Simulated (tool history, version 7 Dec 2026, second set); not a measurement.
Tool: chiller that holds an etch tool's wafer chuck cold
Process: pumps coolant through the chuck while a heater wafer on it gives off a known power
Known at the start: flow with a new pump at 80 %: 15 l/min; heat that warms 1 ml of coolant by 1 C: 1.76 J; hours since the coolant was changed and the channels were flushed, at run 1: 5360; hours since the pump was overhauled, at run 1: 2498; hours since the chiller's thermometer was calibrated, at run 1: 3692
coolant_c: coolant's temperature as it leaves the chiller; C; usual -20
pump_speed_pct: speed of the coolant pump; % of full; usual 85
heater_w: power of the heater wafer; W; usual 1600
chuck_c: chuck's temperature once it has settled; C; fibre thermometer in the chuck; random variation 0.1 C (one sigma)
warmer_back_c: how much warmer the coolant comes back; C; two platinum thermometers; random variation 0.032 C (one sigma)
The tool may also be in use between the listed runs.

run   hour  coolant_c  pump_speed_pct  heater_w  hours since the coolant was changed and the channels were flushed  hours since the pump was overhauled  hours since the chiller's thermometer was calibrated  chuck_c  warmer_back_c
  1      0        -20              85      1600                                                               5360                                 2498                                                  3692     -5.9           3.51
  2   32.4        -20              85      1600                                                               5393                                 2530                                                  3725     -5.9           3.58
  3   62.3        -20              85      1600                                                               5423                                 2560                                                  3754     -5.7           3.45
  4   96.3        -20              74      1600                                                               5457                                 2594                                                  3788       -4           4.04
  5    125        -20              85       847                                                               5485                                 2623                                                  3817    -12.4           1.88
  6  190.8        -20              85       847                                                               5551                                 2689                                                  3883    -12.2           1.85
  7  255.8        -20              85       847                                                               5616                                 2754                                                  3948    -12.3           1.89
  8  293.1        -20              85      1132                                                               5653                                 2791                                                  3985     -9.6            2.5
  9  328.3        -20              85      1132                                                               5689                                 2826                                                  4020     -9.7           2.51
 10  381.3        -20              85      1132                                                               5741                                 2879                                                  4073     -9.6           2.55
 11  448.2        -29              61      2126                                                               5808                                 2946                                                  4140     -3.6           6.62
 12  485.3        -15              92      1517                                                               5846                                 2983                                                  4177     -2.1            3.1
 13  529.3        -17              92      1517                                                               5889                                 3027                                                  4221       -4           3.14
 14    585        -17              92      1517                                                               5945                                 3083                                                  4277     -4.2           3.08

4 ways to go on from here, each from the tool as it stands after run 14. What would each give?
  A  624.7        -17              87      1517                                                               5985                                 3122                                                  4317        ?              ?
  B  624.7        -25              92      1517                                                               5985                                 3122                                                  4317        ?              ?
  C  624.7        -12              92      1935                                                               5985                                 3122                                                  4317        ?              ?
  D  624.7        -22              85      1600                                                               5985                                 3122                                                  4317        ?              ?

run  chuck_c  warmer_back_c
  A     -3.3           3.28
  B    -12.2           3.12
  C      4.2           3.94
  D     -7.4           3.58
Without the tool's hidden state the same runs would have given:
run  chuck_c  warmer_back_c
  A     -5.3           3.16
  B    -14.2           3.01
  C      1.8           3.79
  D     -9.6           3.45
